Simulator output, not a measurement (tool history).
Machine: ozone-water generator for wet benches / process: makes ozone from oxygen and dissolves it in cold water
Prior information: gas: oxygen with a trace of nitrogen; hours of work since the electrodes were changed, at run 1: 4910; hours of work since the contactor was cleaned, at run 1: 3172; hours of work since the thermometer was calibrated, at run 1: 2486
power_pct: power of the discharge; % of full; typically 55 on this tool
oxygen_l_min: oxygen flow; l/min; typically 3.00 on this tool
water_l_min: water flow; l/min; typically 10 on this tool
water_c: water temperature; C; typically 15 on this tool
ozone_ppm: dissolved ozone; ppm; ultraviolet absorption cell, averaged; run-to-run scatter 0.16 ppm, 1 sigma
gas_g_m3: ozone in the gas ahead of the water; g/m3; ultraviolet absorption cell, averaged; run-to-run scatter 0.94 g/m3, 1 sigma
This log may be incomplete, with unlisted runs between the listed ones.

run    hour  power_pct  oxygen_l_min  water_l_min  water_c  hours of work since the electrodes were changed  hours of work since the contactor was cleaned  hours of work since the thermometer was calibrated  ozone_ppm  gas_g_m3
  1     0.0         55          3.00           10       15                                             4910                                           3172                                                2486       18.5     149.7
  2   159.1         55          3.00           10       15                                             5067                                           3329                                                2643       18.2     148.6
  3   368.5         55          3.00           10       15                                             5273                                           3535                                                2850       18.2     147.0
  4   484.2         55          3.00           10       15                                             5387                                           3649                                                2964       18.1     146.4
  5   662.9         55          4.23           10       15                                             5563                                           3825                                                3140       16.7     114.4
  6   803.9         55          3.00           10       15                                             5703                                           3965                                                3279       18.0     147.9
  7   943.6         55          3.00           10       15                                             5840                                           4102                                                3417       17.7     144.8
  8  1052.5         55          3.00           10       15                                             5948                                           4210                                                3525       17.8     145.7
  9  1184.6         55          3.00           10       15                                             6078                                           4340                                                3655       17.8     145.7
 10  1316.3         43          3.00           10       15                                             6208                                           4470                                                3785       15.7     131.1
 11  1465.8         43          3.00           10       15                                             6356                                           4618                                                3932       15.7     129.4
 12  1619.4         43          3.00           10       15                                             6507                                           4769                                                4084       15.8     128.1
 13  1796.6         55          3.00           10       18                                             6682                                           4944                                                4259       16.8     142.3
 14  1999.8         55          3.00           10       18                                             6882                                           5144                                                4459       16.6     143.2
 15  2100.4         55          3.00           10       15                                             6981                                           5243                                                4558       17.4     143.9
 16  2287.5         42          3.00           12       15                                             7166                                           5428                                                4743       13.4     125.8
 17  2487.6         42          3.00           12       15                                             7363                                           5625                                                4940       13.3     125.8
     2498.6  -- water thermometer calibrated
 18  2708.8         55          3.00           10        7                                             7581                                           5843                                                 207       19.0     140.8
 19  2931.3         55          3.00           10        7                                             7801                                           6063                                                 427       18.9     141.6
 20  3090.7         55          3.00           10        7                                             7958                                           6220                                                 584       18.5     139.3
 21  3182.5         55          3.00           10        7                                             8048                                           6310                                                 675       18.8     142.1
 22  3373.4         55          3.00           10        7                                             8237                                           6499                                                 863       18.8     138.9
 23  3524.2         76          3.00           10       15                                             8385                                           6647                                                1012       19.4     164.5
     3536.3  -- water thermometer calibrated, once more
 24  3722.5         77          2.00           10       10                                             8581                                           6843                                                 184       21.2     213.5
 25  3821.1         77          2.34           10       16                                             8678                                           6940                                                 281       20.1     191.2
 26  3975.1         77          2.34           10       16                                             8830                                           7092                                                 433       19.6     190.9
     4089.6  -- contactor cleaned
 27  4140.1         51          3.00           10       11                                             8989                                             50                                                 592       17.8     133.3
 28  4339.1         97          2.10            7       14                                             9185                                            246                                                 788       31.5     224.9
 29  4481.3         65          3.00           10        8                                             9325                                            386                                                 928       20.8     146.5

Below are 3 alternative next runs, each starting from the tool's condition after run 29. Predict each:
  A  4650.6         42          3.00            7        7                                             9492                                            553                                                1095          ?         ?
  B  4650.6         42          3.00            6       19                                             9492                                            553                                                1095          ?         ?
  C  4650.6         55          3.00           15        8                                             9492                                            553                                                1095          ?         ?

run  ozone_ppm  gas_g_m3
  A       22.8     121.2
  B       20.2     120.9
  C       13.6     137.6
With no hidden state in the tool, these same runs would have given:
run  ozone_ppm  gas_g_m3
  A       26.2     139.0
  B       23.2     138.6
  C       16.0     161.3

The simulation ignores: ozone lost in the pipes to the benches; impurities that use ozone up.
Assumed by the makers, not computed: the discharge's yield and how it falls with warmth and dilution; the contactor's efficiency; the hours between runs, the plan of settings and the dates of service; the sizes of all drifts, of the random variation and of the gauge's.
